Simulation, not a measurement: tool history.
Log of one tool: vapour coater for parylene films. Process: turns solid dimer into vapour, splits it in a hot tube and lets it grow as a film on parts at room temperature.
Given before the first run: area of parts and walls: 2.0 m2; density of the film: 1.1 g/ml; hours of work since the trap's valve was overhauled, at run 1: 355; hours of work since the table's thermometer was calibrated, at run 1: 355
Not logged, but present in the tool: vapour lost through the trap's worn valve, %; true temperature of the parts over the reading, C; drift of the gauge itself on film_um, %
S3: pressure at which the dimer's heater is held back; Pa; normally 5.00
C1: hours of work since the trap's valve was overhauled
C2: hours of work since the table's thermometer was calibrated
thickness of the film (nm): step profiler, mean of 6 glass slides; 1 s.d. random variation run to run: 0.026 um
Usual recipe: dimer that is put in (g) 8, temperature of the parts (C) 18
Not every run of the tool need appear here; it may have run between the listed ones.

Run 1, hour 0.0: usual settings; C1 355; C2 355. Result: thickness of the film (nm) 1900.
Run 2, hour 24.3: usual settings; C1 377; C2 377. Result: thickness of the film (nm) 1980.
Run 3, hour 55.4: usual settings but S3 11.33 Pa; C1 405; C2 405. Result: thickness of the film (nm) 1740.
Run 4, hour 80.5: usual settings but S3 11.33 Pa; C1 428; C2 428. Result: thickness of the film (nm) 1740.
Run 5, hour 126.1: usual settings but temperature of the parts (C) 24; C1 468; C2 468. Result: thickness of the film (nm) 1710.
At hour 155.3: trap's valve overhauled.
Run 6, hour 174.0: usual settings but S3 2.08 Pa; C1 17; C2 508. Result: thickness of the film (nm) 2160.
Run 7, hour 217.3: usual settings but temperature of the parts (C) 21; C1 56; C2 547. Result: thickness of the film (nm) 1930.
Run 8, hour 238.1: usual settings but temperature of the parts (C) 21; C1 74; C2 565. Result: thickness of the film (nm) 1910.
Run 9, hour 280.5: usual settings but temperature of the parts (C) 21; C1 112; C2 603. Result: thickness of the film (nm) 1890.
Run 10, hour 315.7: usual settings but temperature of the parts (C) 21; C1 144; C2 635. Result: thickness of the film (nm) 1930.
Run 11, hour 337.9: usual settings but temperature of the parts (C) 21; C1 164; C2 655. Result: thickness of the film (nm) 1920.
Run 12, hour 380.2: usual settings but temperature of the parts (C) 21; C1 202; C2 693. Result: thickness of the film (nm) 1820.
Run 13, hour 419.7: usual settings but temperature of the parts (C) 21; C1 237; C2 728. Result: thickness of the film (nm) 1850.
Run 14, hour 453.4: usual settings; C1 268; C2 759. Result: thickness of the film (nm) 1920.
Run 15, hour 488.6: usual settings but dimer that is put in (g) 3; C1 299; C2 790. Result: thickness of the film (nm) 700.
Run 16, hour 523.0: usual settings but dimer that is put in (g) 3; C1 330; C2 821. Result: thickness of the film (nm) 720.
Run 17, hour 563.2: usual settings but dimer that is put in (g) 3; C1 366; C2 857. Result: thickness of the film (nm) 710.
Run 18, hour 609.7: usual settings but temperature of the parts (C) 13; C1 408; C2 899. Result: thickness of the film (nm) 2020.
Run 19, hour 651.1: usual settings but dimer that is put in (g) 4, temperature of the parts (C) 13; C1 445; C2 936. Result: thickness of the film (nm) 1040.
Run 20, hour 682.0: usual settings but dimer that is put in (g) 4, temperature of the parts (C) 13; C1 473; C2 964. Result: thickness of the film (nm) 1010.
At hour 705.9: trap's valve overhauled.
At hour 729.3: table's thermometer calibrated.
Run 21, hour 733.8: usual settings but dimer that is put in (g) 4, temperature of the parts (C) 12; C1 24; C2 4. Result: thickness of the film (nm) 1150.
Run 22, hour 756.3: usual settings but dimer that is put in (g) 4, temperature of the parts (C) 12; C1 44; C2 24. Result: thickness of the film (nm) 1100.
Run 23, hour 783.7: usual settings but dimer that is put in (g) 4, temperature of the parts (C) 12; C1 69; C2 49. Result: thickness of the film (nm) 1120.
Run 24, hour 809.2: usual settings but dimer that is put in (g) 9, temperature of the parts (C) 12, S3 11.88 Pa; C1 92; C2 72. Result: thickness of the film (nm) 2320.
Run 25, hour 833.8: usual settings but dimer that is put in (g) 9, temperature of the parts (C) 12, S3 11.88 Pa; C1 114; C2 94. Result: thickness of the film (nm) 2300.
Run 26, hour 866.6: usual settings but dimer that is put in (g) 13, temperature of the parts (C) 28, S3 5.80 Pa; C1 143; C2 123. Result: thickness of the film (nm) 2690.
Run 27, hour 891.6: usual settings but dimer that is put in (g) 10, temperature of the parts (C) 11, S3 2.79 Pa; C1 166; C2 146. Result: thickness of the film (nm) 2950.
Run 28, hour 925.3: usual settings but dimer that is put in (g) 10, temperature of the parts (C) 11, S3 2.79 Pa; C1 196; C2 176. Result: thickness of the film (nm) 2910.
Run 29, hour 950.3: usual settings but dimer that is put in (g) 10, temperature of the parts (C) 11, S3 2.79 Pa; C1 218; C2 198. Result: thickness of the film (nm) 2950.

Run 30 is up next; what results do you expect?
Run 30, hour 991.7: usual settings but dimer that is put in (g) 10, temperature of the parts (C) 11, S3 2.79 Pa; C1 256; C2 236. Result: thickness of the film (nm) ?.

Run 30 yielded thickness of the film (nm) 2940.
Without the tool's hidden state the same run would have given thickness of the film (nm) 3090.
